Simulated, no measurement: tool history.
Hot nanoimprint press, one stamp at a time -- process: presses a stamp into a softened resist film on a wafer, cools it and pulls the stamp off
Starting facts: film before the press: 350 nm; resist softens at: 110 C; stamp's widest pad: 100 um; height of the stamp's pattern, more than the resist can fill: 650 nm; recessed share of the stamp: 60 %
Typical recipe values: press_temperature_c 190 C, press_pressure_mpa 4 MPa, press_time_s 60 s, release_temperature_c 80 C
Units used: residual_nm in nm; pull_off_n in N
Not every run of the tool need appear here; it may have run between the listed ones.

run   hour  press_temperature_c  press_pressure_mpa  press_time_s  release_temperature_c  residual_nm  pull_off_n
  1      0                  190                   4            60                     80          178         222
  2    7.6                  200                   4            60                     80        133.3         223
  3   13.7                  190                   4           114                     80        141.1         226
  4   24.7                  190                   4            87                     80        155.7         229
      37.1  -- plate thermocouple calibrated
  5   39.8                  190                 2.5            60                     80        213.4         220
  6   49.2                  190                 2.5            60                     80        214.6         229
  7     58                  191                   4            60                     80        169.3         228
  8   67.2                  191                   4            60                     80          170         231
  9   78.8                  191                   4            60                     80        169.6         231
 10   91.9                  191                   4            60                     80        170.6         238
 11  100.7                  191                   4            60                     80          171         234
 12  113.8                  190                   4            60                     67        175.2         312
 13  123.1                  190                   4            60                     67          176         324
 14  132.3                  190                   4            60                     67        175.3         320
 15  145.7                  190                   4            44                     78        194.3         260
 16  157.3                  190                6.16            69                     85          135         214
 17  163.8                  190                6.16            69                     85        135.5         215
 18  173.5                  190                6.16            69                     85        135.2         215
 19    180                  189                   4            34                     80        214.9         245
 20  192.5                  184                   4            60                     80        207.4         254
 21  200.6                  184                3.71            60                     73        213.5         286
 22  208.5                  184                3.71            60                     73        213.4         293
 23  217.1                  184                3.71            60                     73        214.5         296
 24  227.8                  197                3.57            71                     86          143         218
 25  238.6                  190                 5.4            60                     77        152.4         274
 26  245.4                  187                   4            39                     80        218.7         258
 27  253.2                  187                   4            39                     80        218.5         265
 28  262.1                  187                4.66            39                     81        206.6         252

4 options for the next run, each taken on its own from the tool as it stands now. Forecast them:
     274.3  -- stamp cleaned and given a new release coat
  A  276.5                  188                   4            69                     69            ?           ?
     274.3  -- stamp cleaned and given a new release coat
  B  276.5                  187                4.66            39                     81            ?           ?
     274.3  -- stamp cleaned and given a new release coat
  C  276.5                  187                4.66            49                     81            ?           ?
     274.3  -- stamp cleaned and given a new release coat
  D  276.5                  180                3.04            39                     81            ?           ?

run  residual_nm  pull_off_n
  A        178.9         277
  B        205.7         218
  C        191.8         212
  D        276.8         211
With no hidden state in the tool, these same runs would have given:
run  residual_nm  pull_off_n
  A        176.4         275
  B        202.9         216
  C          189         210
  D        274.7         209
